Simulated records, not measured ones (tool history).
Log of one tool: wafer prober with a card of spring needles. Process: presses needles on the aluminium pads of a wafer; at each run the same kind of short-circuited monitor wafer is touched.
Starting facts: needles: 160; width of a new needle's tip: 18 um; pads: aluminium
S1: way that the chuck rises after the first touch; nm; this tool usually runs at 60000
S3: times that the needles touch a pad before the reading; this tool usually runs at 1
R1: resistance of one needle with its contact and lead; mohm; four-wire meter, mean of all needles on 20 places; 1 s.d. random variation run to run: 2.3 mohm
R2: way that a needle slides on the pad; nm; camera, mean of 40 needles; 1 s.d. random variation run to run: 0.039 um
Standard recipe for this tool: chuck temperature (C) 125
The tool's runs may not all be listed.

{"run": 1, "hour": 0.0, "S1": 60000, "chuck temperature (C)": 125, "S3": 1, "R1": 334, "R2": 15070}
{"hour": 5.3, "done": "tips cleaned on abrasive film"}
{"hour": 29.4, "done": "tips cleaned on abrasive film"}
{"hour": 52.3, "done": "tips cleaned on abrasive film"}
{"run": 2, "hour": 52.3, "S1": 60000, "chuck temperature (C)": 36, "S3": 1, "R1": 238, "R2": 15190}
{"hour": 76.3, "done": "tips cleaned on abrasive film"}
{"hour": 101.1, "done": "tips cleaned on abrasive film"}
{"run": 3, "hour": 112.2, "S1": 60000, "chuck temperature (C)": 36, "S3": 1, "R1": 316, "R2": 15080}
{"hour": 122.2, "done": "tips cleaned on abrasive film"}
{"hour": 148.1, "done": "tips cleaned on abrasive film"}
{"hour": 172.5, "done": "tips cleaned on abrasive film"}
{"run": 4, "hour": 173.8, "S1": 60000, "chuck temperature (C)": 125, "S3": 1, "R1": 270, "R2": 15070}
{"hour": 198.3, "done": "tips cleaned on abrasive film"}
{"hour": 219.0, "done": "tips cleaned on abrasive film"}
{"run": 5, "hour": 227.3, "S1": 60000, "chuck temperature (C)": 125, "S3": 1, "R1": 319, "R2": 14910}
{"hour": 241.9, "done": "tips cleaned on abrasive film"}
{"hour": 262.7, "done": "tips cleaned on abrasive film"}
{"hour": 287.1, "done": "tips cleaned on abrasive film"}
{"run": 6, "hour": 306.3, "S1": 60000, "chuck temperature (C)": 125, "S3": 1, "R1": 340, "R2": 14930}
{"hour": 311.6, "done": "tips cleaned on abrasive film"}
{"hour": 332.3, "done": "tips cleaned on abrasive film"}
{"hour": 356.2, "done": "tips cleaned on abrasive film"}
{"hour": 380.3, "done": "tips cleaned on abrasive film"}
{"run": 7, "hour": 384.0, "S1": 60000, "chuck temperature (C)": 125, "S3": 1, "R1": 288, "R2": 14910}
{"hour": 403.5, "done": "tips cleaned on abrasive film"}
{"hour": 427.4, "done": "tips cleaned on abrasive film"}
{"hour": 451.3, "done": "tips cleaned on abrasive film"}
{"run": 8, "hour": 467.0, "S1": 60000, "chuck temperature (C)": 125, "S3": 1, "R1": 337, "R2": 14900}
{"hour": 472.3, "done": "tips cleaned on abrasive film"}
{"hour": 495.8, "done": "tips cleaned on abrasive film"}
{"hour": 518.6, "done": "tips cleaned on abrasive film"}
{"run": 9, "hour": 518.6, "S1": 60000, "chuck temperature (C)": 125, "S3": 1, "R1": 260, "R2": 14800}
{"hour": 543.4, "done": "tips cleaned on abrasive film"}
{"hour": 568.1, "done": "tips cleaned on abrasive film"}
{"run": 10, "hour": 582.6, "S1": 60000, "chuck temperature (C)": 125, "S3": 1, "R1": 337, "R2": 14780}
{"hour": 592.1, "done": "tips cleaned on abrasive film"}
{"hour": 592.4, "done": "height of the first contact set anew"}
{"hour": 618.3, "done": "tips cleaned on abrasive film"}
{"hour": 644.2, "done": "tips cleaned on abrasive film"}
{"run": 11, "hour": 648.4, "S1": 60000, "chuck temperature (C)": 29, "S3": 1, "R1": 267, "R2": 15150}
{"hour": 667.8, "done": "tips cleaned on abrasive film"}
{"hour": 692.2, "done": "tips cleaned on abrasive film"}
{"hour": 717.6, "done": "tips cleaned on abrasive film"}
{"run": 12, "hour": 725.0, "S1": 60000, "chuck temperature (C)": 125, "S3": 2, "R1": 291, "R2": 15110}
{"hour": 739.1, "done": "tips cleaned on abrasive film"}
{"hour": 764.7, "done": "tips cleaned on abrasive film"}
{"hour": 789.1, "done": "tips cleaned on abrasive film"}
{"hour": 811.9, "done": "tips cleaned on abrasive film"}
{"run": 13, "hour": 811.9, "S1": 60000, "chuck temperature (C)": 125, "S3": 2, "R1": 262, "R2": 15080}
{"hour": 832.7, "done": "tips cleaned on abrasive film"}
{"hour": 856.3, "done": "tips cleaned on abrasive film"}
{"hour": 880.1, "done": "tips cleaned on abrasive film"}
{"run": 14, "hour": 880.1, "S1": 60000, "chuck temperature (C)": 125, "S3": 1, "R1": 258, "R2": 14860}
{"hour": 906.0, "done": "tips cleaned on abrasive film"}
{"hour": 930.5, "done": "tips cleaned on abrasive film"}
{"run": 15, "hour": 950.5, "S1": 60000, "chuck temperature (C)": 125, "S3": 1, "R1": 340, "R2": 14950}
{"hour": 955.6, "done": "tips cleaned on abrasive film"}
{"hour": 981.5, "done": "tips cleaned on abrasive film"}
{"hour": 1006.2, "done": "tips cleaned on abrasive film"}
{"hour": 1032.1, "done": "tips cleaned on abrasive film"}
{"run": 16, "hour": 1040.7, "S1": 42000, "chuck temperature (C)": 56, "S3": 1, "R1": 388, "R2": 10360}
{"hour": 1056.3, "done": "tips cleaned on abrasive film"}
{"hour": 1081.3, "done": "tips cleaned on abrasive film"}
{"run": 17, "hour": 1088.3, "S1": 60000, "chuck temperature (C)": 62, "S3": 1, "R1": 294, "R2": 14830}
{"hour": 1103.9, "done": "tips cleaned on abrasive film"}
{"hour": 1129.5, "done": "tips cleaned on abrasive film"}
{"hour": 1155.4, "done": "tips cleaned on abrasive film"}
{"run": 18, "hour": 1174.8, "S1": 43000, "chuck temperature (C)": 62, "S3": 1, "R1": 436, "R2": 10610}
{"hour": 1180.1, "done": "tips cleaned on abrasive film"}
{"hour": 1203.5, "done": "tips cleaned on abrasive film"}
{"hour": 1226.8, "done": "tips cleaned on abrasive film"}
{"run": 19, "hour": 1227.7, "S1": 43000, "chuck temperature (C)": 62, "S3": 1, "R1": 272, "R2": 10560}
{"hour": 1247.9, "done": "tips cleaned on abrasive film"}
{"hour": 1248.2, "done": "height of the first contact set anew"}
{"hour": 1272.7, "done": "tips cleaned on abrasive film"}
{"run": 20, "hour": 1292.3, "S1": 43000, "chuck temperature (C)": 62, "S3": 1, "R1": 421, "R2": 10840}
{"hour": 1297.6, "done": "tips cleaned on abrasive film"}
{"hour": 1321.0, "done": "tips cleaned on abrasive film"}
{"hour": 1346.5, "done": "tips cleaned on abrasive film"}
{"run": 21, "hour": 1364.7, "S1": 70000, "chuck temperature (C)": 62, "S3": 1, "R1": 308, "R2": 17580}
{"hour": 1369.9, "done": "tips cleaned on abrasive film"}
{"hour": 1393.0, "done": "tips cleaned on abrasive film"}
{"hour": 1418.9, "done": "tips cleaned on abrasive film"}
{"run": 22, "hour": 1424.7, "S1": 79000, "chuck temperature (C)": 27, "S3": 1, "R1": 260, "R2": 19840}
{"hour": 1443.1, "done": "tips cleaned on abrasive film"}
{"hour": 1466.7, "done": "tips cleaned on abrasive film"}
{"run": 23, "hour": 1471.3, "S1": 60000, "chuck temperature (C)": 74, "S3": 2, "R1": 265, "R2": 15040}
{"hour": 1491.7, "done": "tips cleaned on abrasive film"}
{"hour": 1516.4, "done": "tips cleaned on abrasive film"}
{"run": 24, "hour": 1518.1, "S1": 60000, "chuck temperature (C)": 74, "S3": 2, "R1": 256, "R2": 14970}

Run 25 comes next. What will it give?
{"hour": 1537.2, "done": "tips cleaned on abrasive film"}
{"hour": 1559.9, "done": "tips cleaned on abrasive film"}
{"hour": 1582.7, "done": "tips cleaned on abrasive film"}
{"run": 25, "hour": 1582.7, "S1": 78000, "chuck temperature (C)": 52, "S3": 2, "R1": "?", "R2": "?"}

{"run 25": {"R1": 239, "R2": 19500}}
Without the tool's hidden state the same run would have given R1 234 mohm, R2 19670 nm.

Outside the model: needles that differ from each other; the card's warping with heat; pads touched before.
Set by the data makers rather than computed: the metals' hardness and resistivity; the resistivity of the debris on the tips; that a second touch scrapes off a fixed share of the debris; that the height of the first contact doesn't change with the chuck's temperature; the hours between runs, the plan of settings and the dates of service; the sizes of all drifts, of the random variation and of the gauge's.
